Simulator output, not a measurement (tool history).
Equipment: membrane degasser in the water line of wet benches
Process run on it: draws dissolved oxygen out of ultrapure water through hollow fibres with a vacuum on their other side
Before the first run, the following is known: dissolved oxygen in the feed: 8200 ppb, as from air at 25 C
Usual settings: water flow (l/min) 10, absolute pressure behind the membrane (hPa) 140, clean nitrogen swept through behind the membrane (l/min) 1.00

run   hour  water flow (l/min)  absolute pressure behind the membrane (hPa)  clean nitrogen swept through behind the membrane (l/min)  dissolved oxygen in the water behind the degasser (ppb)  pressure that the water loses in the fibres (hPa)
  1    0.0                  10                                          140                                                      1.00                                                    263.9                                              656.7
  2   53.5                  10                                          140                                                      1.00                                                    265.8                                              659.1
  3   85.0                  10                                          140                                                      1.00                                                    261.2                                              655.6
  4  112.0                  10                                          140                                                      1.11                                                    241.6                                              660.8
  5  140.4                  10                                          140                                                      0.52                                                    458.0                                              658.1
  6  173.0                  10                                          140                                                      0.52                                                    456.2                                              661.5
  7  220.8                  10                                          140                                                      0.52                                                    460.4                                              657.7
  8  249.4                  10                                          140                                                      1.00                                                    263.9                                              656.9
     273.2  -- seals of the vacuum lines changed
  9  289.1                  10                                          140                                                      1.00                                                    262.3                                              658.4
 10  324.3                  10                                          140                                                      1.00                                                    266.1                                              658.0
 11  374.2                  10                                          140                                                      1.00                                                    264.3                                              656.7
 12  415.2                  10                                          140                                                      1.00                                                    262.0                                              660.1
 13  467.2                  10                                          270                                                      1.00                                                    541.2                                              661.2
 14  518.1                  10                                          140                                                      0.92                                                    282.9                                              655.9
 15  560.9                  10                                          140                                                      1.00                                                    264.7                                              656.8
 16  610.7                  10                                          140                                                      1.00                                                    264.0                                              658.6

Forecast run 17:
 17  645.8                  10                                          140                                                      1.00                                                        ?                                                  ?

Run 17 gave dissolved oxygen in the water behind the degasser (ppb) 264.1, pressure that the water loses in the fibres (hPa) 656.9.
With no hidden state in the tool, this same run would have given dissolved oxygen in the water behind the degasser (ppb) 264.1, pressure that the water loses in the fibres (hPa) 656.8.
